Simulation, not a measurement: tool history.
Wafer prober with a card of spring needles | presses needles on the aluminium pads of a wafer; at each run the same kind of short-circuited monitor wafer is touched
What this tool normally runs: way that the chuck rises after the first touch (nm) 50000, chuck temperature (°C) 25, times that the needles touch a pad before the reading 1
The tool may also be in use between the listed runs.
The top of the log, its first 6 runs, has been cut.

| run | day | way that the chuck rises after the first touch (nm) | chuck temperature (°C) | times that the needles touch a pad before the reading | touches since the tips were cleaned | cleanings since the card got new needles | touches since the first contact's height was set | resistance of one needle with its contact and lead (mohm) | way that a needle slides on the pad (nm) |
|---|---|---|---|---|---|---|---|---|---|
|  | 9.004 | tips cleaned on abrasive film |
|  | 9.846 | tips cleaned on abrasive film |
|  | 10.471 | height of the first contact set anew |
|  | 10.612 | tips cleaned on abrasive film |
| 7 | 10.867 | 50000 | 25 | 1 | 2863 | 64 | 4447 | 187 | 8080 |
|  | 11.408 | tips cleaned on abrasive film |
|  | 12.279 | tips cleaned on abrasive film |
|  | 13.029 | tips cleaned on abrasive film |
| 8 | 13.075 | 50000 | 25 | 1 | 532 | 67 | 29559 | 154 | 8040 |
|  | 13.800 | tips cleaned on abrasive film |
|  | 14.592 | tips cleaned on abrasive film |
| 9 | 14.779 | 50000 | 25 | 1 | 2154 | 69 | 48907 | 188 | 7990 |
|  | 15.400 | tips cleaned on abrasive film |
|  | 16.267 | tips cleaned on abrasive film |
| 10 | 16.425 | 50000 | 25 | 1 | 1835 | 71 | 67622 | 177 | 7960 |
|  | 17.062 | tips cleaned on abrasive film |
|  | 17.904 | tips cleaned on abrasive film |
| 11 | 18.575 | 50000 | 25 | 1 | 7662 | 73 | 92086 | 217 | 7940 |
|  | 18.696 | tips cleaned on abrasive film |
|  | 19.442 | tips cleaned on abrasive film |
|  | 19.571 | height of the first contact set anew |
| 12 | 19.896 | 50000 | 25 | 1 | 5074 | 75 | 3731 | 206 | 8060 |
|  | 20.212 | tips cleaned on abrasive film |
|  | 21.046 | tips cleaned on abrasive film |
| 13 | 21.450 | 50000 | 25 | 1 | 4611 | 77 | 21369 | 199 | 8020 |
|  | 21.925 | tips cleaned on abrasive film |
|  | 22.708 | tips cleaned on abrasive film |
| 14 | 23.179 | 50000 | 25 | 1 | 5363 | 79 | 41001 | 210 | 8030 |
|  | 23.542 | tips cleaned on abrasive film |
|  | 24.421 | tips cleaned on abrasive film |
| 15 | 24.608 | 50000 | 25 | 1 | 2126 | 81 | 57233 | 177 | 8010 |
|  | 25.283 | tips cleaned on abrasive film |
| 16 | 25.904 | 30000 | 36 | 2 | 7125 | 82 | 72005 | 261 | 4770 |
|  | 26.017 | tips cleaned on abrasive film |
|  | 26.921 | tips cleaned on abrasive film |
|  | 27.675 | tips cleaned on abrasive film |
| 17 | 28.104 | 58000 | 29 | 1 | 4876 | 85 | 96961 | 191 | 9290 |
|  | 28.442 | tips cleaned on abrasive film |
|  | 28.817 | height of the first contact set anew |
|  | 29.279 | tips cleaned on abrasive film |
| 18 | 29.808 | 34000 | 47 | 1 | 6011 | 87 | 11265 | 278 | 5480 |
|  | 30.162 | tips cleaned on abrasive film |
|  | 31.004 | tips cleaned on abrasive film |
|  | 31.862 | tips cleaned on abrasive film |
| 19 | 32.258 | 39000 | 25 | 1 | 4546 | 90 | 39130 | 231 | 6240 |
|  | 32.604 | tips cleaned on abrasive film |
|  | 33.475 | tips cleaned on abrasive film |
| 20 | 33.696 | 39000 | 25 | 1 | 2504 | 92 | 55444 | 221 | 6230 |
|  | 34.354 | tips cleaned on abrasive film |
|  | 35.204 | tips cleaned on abrasive film |
| 21 | 35.746 | 65000 | 25 | 1 | 6147 | 94 | 78740 | 181 | 10410 |
|  | 36.046 | tips cleaned on abrasive film |
|  | 36.838 | tips cleaned on abrasive film |
|  | 37.700 | tips cleaned on abrasive film |
|  | 37.971 | height of the first contact set anew |
| 22 | 37.971 | 50000 | 39 | 1 | 2927 | 97 | 0 | 194 | 8070 |
|  | 38.508 | tips cleaned on abrasive film |
|  | 39.375 | tips cleaned on abrasive film |
|  | 40.183 | tips cleaned on abrasive film |
| 23 | 40.383 | 59000 | 27 | 2 | 2266 | 100 | 27407 | 166 | 9460 |
|  | 40.929 | tips cleaned on abrasive film |
| 24 | 41.625 | 63000 | 52 | 1 | 7940 | 101 | 41550 | 199 | 10120 |
|  | 41.746 | tips cleaned on abrasive film |
|  | 42.554 | tips cleaned on abrasive film |
| 25 | 42.775 | 50000 | 30 | 1 | 2525 | 103 | 54597 | 192 | 8000 |

Run 26 comes next. What will it give?
|  | 43.458 | tips cleaned on abrasive film |
|  | 44.283 | tips cleaned on abrasive film |
|  | 45.104 | tips cleaned on abrasive film |
| 26 | 45.104 | 50000 | 30 | 1 | 0 | 106 | 81059 | ? | ? |

For run 26 the tool returned resistance of one needle with its contact and lead (mohm) 158, way that a needle slides on the pad (nm) 8010.
Minus the tool's unlogged condition, the same run would have read resistance of one needle with its contact and lead (mohm) 147, way that a needle slides on the pad (nm) 8110.
